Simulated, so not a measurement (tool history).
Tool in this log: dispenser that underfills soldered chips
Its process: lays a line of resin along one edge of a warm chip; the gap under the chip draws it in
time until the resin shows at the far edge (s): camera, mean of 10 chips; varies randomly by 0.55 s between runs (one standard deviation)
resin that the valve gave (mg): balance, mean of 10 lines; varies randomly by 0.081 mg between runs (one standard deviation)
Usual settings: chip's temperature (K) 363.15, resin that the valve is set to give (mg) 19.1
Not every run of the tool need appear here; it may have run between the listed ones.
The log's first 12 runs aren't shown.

run   hour  chip's temperature (K)  resin that the valve is set to give (mg)  hours of work since the syringe was changed  hours of work since the valve was cleaned  hours of work since the stage was calibrated  time until the resin shows at the far edge (s)  resin that the valve gave (mg)
     122.3  -- new syringe of resin
 13  127.0                  375.15                                      21.7                                            4                                         15                                           410                                            33.4                           21.61
     131.5  -- new syringe of resin
 14  137.6                  375.15                                      21.7                                            5                                         23                                           418                                            36.2                           21.54
     140.8  -- new syringe of resin
     150.0  -- new syringe of resin
 15  150.0                  375.15                                      21.7                                            0                                         32                                           427                                            25.8                           21.41
 16  156.5                  375.15                                      21.7                                            5                                         37                                           432                                            35.4                           21.50
     159.5  -- new syringe of resin
     168.4  -- new syringe of resin
 17  169.4                  375.15                                      21.7                                            1                                         47                                           442                                            28.0                           21.30
     177.5  -- new syringe of resin
 18  178.6                  375.15                                      21.7                                            1                                         53                                           449                                            26.8                           21.32
 19  184.8                  363.15                                      21.7                                            6                                         58                                           454                                            59.2                           21.18
     186.8  -- new syringe of resin
 20  193.1                  372.15                                      20.5                                            5                                         65                                           460                                            40.1                           20.05
     196.0  -- new syringe of resin
 21  200.0                  373.15                                      21.2                                            3                                         70                                           465                                            34.3                           20.62
     205.4  -- new syringe of resin
     208.8  -- stage's temperature calibrated
 22  211.4                  363.15                                      22.7                                            4                                         78                                             2                                            59.0                           22.10
     215.6  -- new syringe of resin
     225.0  -- new syringe of resin
 23  225.0                  363.15                                      22.7                                            0                                         88                                            12                                            46.4                           21.92
 24  231.1                  351.15                                      19.1                                            5                                         92                                            17                                           108.1                           18.44
     233.8  -- new syringe of resin
     237.3  -- dispensing valve cleaned and set on the balance
     243.8  -- new syringe of resin
 25  245.6                  363.15                                      22.1                                            1                                          6                                            27                                            50.6                           21.98
     252.9  -- new syringe of resin
 26  257.3                  364.15                                      22.1                                            3                                         15                                            36                                            55.5                           21.89
     262.7  -- new syringe of resin
     271.8  -- new syringe of resin
 27  272.6                  364.15                                      22.1                                            1                                         27                                            47                                            46.2                           21.94
     280.9  -- new syringe of resin
 28  280.9                  364.15                                      18.8                                            0                                         33                                            54                                            44.5                           18.51
 29  287.2                  358.15                                      20.3                                            5                                         38                                            59                                            78.7                           19.92
     290.3  -- new syringe of resin
 30  298.1                  369.15                                      17.3                                            6                                         46                                            67                                            55.7                           16.99
     299.6  -- new syringe of resin
 31  306.0                  375.15                                      19.1                                            5                                         52                                            73                                            39.1                           18.68
     308.7  -- new syringe of resin
 32  313.9                  350.15                                      18.9                                            4                                         58                                            79                                           106.5                           18.57
     317.7  -- new syringe of resin
     326.8  -- new syringe of resin
 33  328.1                  350.15                                      18.9                                            1                                         69                                            89                                            87.6                           18.54
     336.9  -- new syringe of resin
 34  338.3                  350.15                                      18.9                                            1                                         76                                            97                                            87.7                           18.42
     345.8  -- new syringe of resin
 35  349.3                  349.15                                      16.7                                            3                                         85                                           105                                           102.2                           16.20

Forecast each of these 3 alternatives for the next run:
     355.0  -- new syringe of resin
  A  361.2                  363.15                                      17.3                                            5                                         94                                           114                                               ?                               ?
     355.0  -- new syringe of resin
  B  361.2                  349.15                                      24.0                                            5                                         94                                           114                                               ?                               ?
     355.0  -- new syringe of resin
  C  361.2                  369.15                                      18.9                                            5                                         94                                           114                                               ?                               ?

run  time until the resin shows at the far edge (s)  resin that the valve gave (mg)
  A                                            65.5                           16.67
  B                                           116.2                           23.17
  C                                            50.0                           18.28
The same runs, with their run-to-run variation unchanged, on a tool lacking any hidden condition would have given:
run  time until the resin shows at the far edge (s)  resin that the valve gave (mg)
  A                                            47.4                           17.25
  B                                            84.9                           23.98
  C                                            36.2                           18.92
